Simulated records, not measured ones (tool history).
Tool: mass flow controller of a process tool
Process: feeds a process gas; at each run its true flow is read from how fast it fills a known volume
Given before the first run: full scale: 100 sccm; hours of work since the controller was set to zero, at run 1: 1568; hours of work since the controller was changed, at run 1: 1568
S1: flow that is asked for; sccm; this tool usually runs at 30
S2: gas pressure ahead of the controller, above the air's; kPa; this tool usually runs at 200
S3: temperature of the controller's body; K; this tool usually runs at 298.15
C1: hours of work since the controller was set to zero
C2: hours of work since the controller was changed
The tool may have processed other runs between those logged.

Run 1, hour 0: usual settings; C1 1568; C2 1568. Result: true flow (%) 99.26.
Run 2, hour 373.8: usual settings; C1 1803; C2 1803. Result: true flow (%) 99.36.
Run 3, hour 774.7: usual settings but S2 159 kPa; C1 2055; C2 2055. Result: true flow (%) 99.57.
Run 4, hour 1302.9: usual settings but S2 159 kPa; C1 2387; C2 2387. Result: true flow (%) 99.7.
Run 5, hour 1746.7: usual settings but S2 159 kPa; C1 2667; C2 2667. Result: true flow (%) 100.06.
Run 6, hour 2160.8: usual settings; C1 2927; C2 2927. Result: true flow (%) 100.43.
Run 7, hour 2644.1: usual settings but S2 142 kPa; C1 3231; C2 3231. Result: true flow (%) 100.37.
Run 8, hour 3049.2: usual settings but S2 142 kPa; C1 3486; C2 3486. Result: true flow (%) 100.53.
Run 9, hour 3491.7: usual settings but S2 142 kPa; C1 3764; C2 3764. Result: true flow (%) 100.9.
Run 10, hour 3966.8: usual settings but S2 142 kPa; C1 4063; C2 4063. Result: true flow (%) 101.14.
Run 11, hour 4479.4: usual settings but S2 142 kPa; C1 4385; C2 4385. Result: true flow (%) 101.34.
At hour 4531.6: controller's zero set anew.
Run 12, hour 4935.1: usual settings but S3 305.15 K; C1 254; C2 4671. Result: true flow (%) 102.91.
Run 13, hour 5392.3: usual settings but S3 307.15 K; C1 541; C2 4959. Result: true flow (%) 103.13.
Run 14, hour 5947.2: usual settings but S1 80 sccm, S2 179 kPa, S3 311.15 K; C1 890; C2 5308. Result: true flow (%) 102.61.
Run 15, hour 6506.8: usual settings but S1 80 sccm, S2 147 kPa, S3 311.15 K; C1 1242; C2 5659. Result: true flow (%) 102.84.
Run 16, hour 6843.7: usual settings but S1 21 sccm, S2 147 kPa; C1 1454; C2 5871. Result: true flow (%) 105.14.
Run 17, hour 7117.2: usual settings but S1 22 sccm, S2 164 kPa, S3 306.15 K; C1 1626; C2 6043. Result: true flow (%) 105.42.
Run 18, hour 7654.9: usual settings but S1 22 sccm, S2 164 kPa, S3 306.15 K; C1 1964; C2 6381. Result: true flow (%) 105.71.
At hour 7726.8: controller's zero set anew, once more.
Run 19, hour 8187.3: usual settings but S1 22 sccm, S2 164 kPa, S3 306.15 K; C1 290; C2 6716. Result: true flow (%) 99.76.
Run 20, hour 8738.1: usual settings but S1 22 sccm, S2 164 kPa, S3 306.15 K; C1 636; C2 7062. Result: true flow (%) 100.05.
Run 21, hour 8992.1: usual settings but S1 22 sccm, S2 164 kPa, S3 306.15 K; C1 796; C2 7222. Result: true flow (%) 100.45.
Run 22, hour 9373.4: usual settings but S1 22 sccm, S2 164 kPa, S3 306.15 K; C1 1035; C2 7462. Result: true flow (%) 100.5.
Run 23, hour 9701.5: usual settings but S1 98 sccm, S2 214 kPa, S3 306.15 K; C1 1242; C2 7668. Result: true flow (%) 102.65.
Run 24, hour 9971.4: usual settings but S1 98 sccm, S2 214 kPa, S3 306.15 K; C1 1411; C2 7838. Result: true flow (%) 102.79.
Run 25, hour 10424.8: usual settings but S1 98 sccm, S2 270 kPa, S3 293.15 K; C1 1696; C2 8123. Result: true flow (%) 102.71.
Run 26, hour 10701.5: usual settings but S1 42 sccm, S2 253 kPa, S3 306.15 K; C1 1871; C2 8297. Result: true flow (%) 101.68.

Below are 3 alternative next runs, each starting from the tool's condition after run 26. Predict each:
Run A, hour 11245.8: usual settings but S1 15 sccm, S2 241 kPa, S3 299.15 K; C1 2213; C2 8639. Result: true flow (%) ?.
Run B, hour 11245.8: usual settings but S1 18 sccm, S2 223 kPa, S3 294.15 K; C1 2213; C2 8639. Result: true flow (%) ?.
Run C, hour 11245.8: usual settings but S1 42 sccm, S2 197 kPa, S3 312.15 K; C1 2213; C2 8639. Result: true flow (%) ?.

run  true flow (%)
  A         102.41
  B         101.95
  C         102.01
What these runs would have given with no unlogged condition in the tool:
run  true flow (%)
  A          97.25
  B          97.24
  C           98.6
